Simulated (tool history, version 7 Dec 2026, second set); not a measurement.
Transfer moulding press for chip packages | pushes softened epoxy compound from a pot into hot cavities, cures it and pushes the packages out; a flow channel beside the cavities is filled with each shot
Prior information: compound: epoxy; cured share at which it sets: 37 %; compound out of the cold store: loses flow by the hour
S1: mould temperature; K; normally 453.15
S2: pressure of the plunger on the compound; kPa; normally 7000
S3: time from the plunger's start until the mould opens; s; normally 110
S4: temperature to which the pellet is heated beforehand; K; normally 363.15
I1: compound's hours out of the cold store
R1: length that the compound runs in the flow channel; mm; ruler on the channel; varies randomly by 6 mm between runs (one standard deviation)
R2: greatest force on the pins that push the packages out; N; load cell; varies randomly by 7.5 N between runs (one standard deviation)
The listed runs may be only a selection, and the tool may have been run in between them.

run,day,S1,S2,S3,S4,I1,R1,R2
1,0,453.15,7000,110,363.15,43.7,606,290
2,2.017,453.15,7000,110,363.15,27.5,644,299
3,3.346,453.15,7000,110,363.15,8,694,309
4,4.808,453.15,7000,110,363.15,42,618,298
5,6.442,453.15,7000,110,363.15,21.9,657,307
6,8.425,453.15,7000,110,363.15,44.7,608,297
7,10.529,453.15,7000,110,363.15,40.7,616,290
8,12.504,453.15,8310,110,363.15,11.9,741,319
9,14.65,460.15,8310,145,371.15,14.9,704,241
10,16.075,460.15,8310,145,371.15,20.9,685,231
11,17.458,459.15,7000,110,363.15,40.2,598,244
12,18.896,450.15,7000,91,364.15,11.2,703,571
13,20.929,450.15,7000,91,364.15,31.2,652,536
14,21.958,450.15,7610,115,364.15,38.5,659,327
15,23.917,450.15,8270,131,364.15,12,741,285
16,25.175,453.15,6030,91,354.15,29,603,462

The log once held 11 entries between its listed runs, left out of this copy. Where does each go, and what is different about the tool's unlogged condition between the listed run before it and the listed run after it?
Logged between run 2 and run 3: cavities cleaned with cleaning compound and waxed (day 2.579)
  pressure that reaches the compound, % of what is set: 99.89 -> 99.86; grip of the stained cavities, % over clean ones': 1.1 -> 0.6
Logged between run 4 and run 5: cavities cleaned with cleaning compound and waxed (day 5.175)
  pressure that reaches the compound, % of what is set: 99.81 -> 99.76; grip of the stained cavities, % over clean ones': 1.2 -> 0.9
Logged between run 5 and run 6: cavities cleaned with cleaning compound and waxed (day 7.829)
  pressure that reaches the compound, % of what is set: 99.76 -> 99.71; grip of the stained cavities, % over clean ones': 0.9 -> 0.5
Logged between run 6 and run 7: cavities cleaned with cleaning compound and waxed (day 10.438)
  pressure that reaches the compound, % of what is set: 99.71 -> 99.64; grip of the stained cavities, % over clean ones': 0.5 -> 0.1
Logged between run 8 and run 9: cavities cleaned with cleaning compound and waxed (day 13.088); plunger's sealing rings changed (day 14.242)
  pressure that reaches the compound, % of what is set: 99.59 -> 99.98; grip of the stained cavities, % over clean ones': 1.2 -> 0.9
Logged between run 9 and run 10: cavities cleaned with cleaning compound and waxed (day 15.775)
  pressure that reaches the compound, % of what is set: 99.98 -> 99.94; grip of the stained cavities, % over clean ones': 0.9 -> 0.3
Logged between run 10 and run 11: mould's thermocouples calibrated (day 17.408)
  true mould temperature over the reading, C: 0.03 -> 0; pressure that reaches the compound, % of what is set: 99.94 -> 99.9; grip of the stained cavities, % over clean ones': 0.3 -> 1
Logged between run 11 and run 12: cavities cleaned with cleaning compound and waxed (day 18.496)
  pressure that reaches the compound, % of what is set: 99.9 -> 99.86; grip of the stained cavities, % over clean ones': 1 -> 0.3
Logged between run 13 and run 14: cavities cleaned with cleaning compound and waxed (day 21.096)
  pressure that reaches the compound, % of what is set: 99.8 -> 99.78; grip of the stained cavities, % over clean ones': 1.3 -> 0.6
Logged between run 14 and run 15: cavities cleaned with cleaning compound and waxed (day 23.646)
  pressure that reaches the compound, % of what is set: 99.78 -> 99.72; grip of the stained cavities, % over clean ones': 0.6 -> 0.2

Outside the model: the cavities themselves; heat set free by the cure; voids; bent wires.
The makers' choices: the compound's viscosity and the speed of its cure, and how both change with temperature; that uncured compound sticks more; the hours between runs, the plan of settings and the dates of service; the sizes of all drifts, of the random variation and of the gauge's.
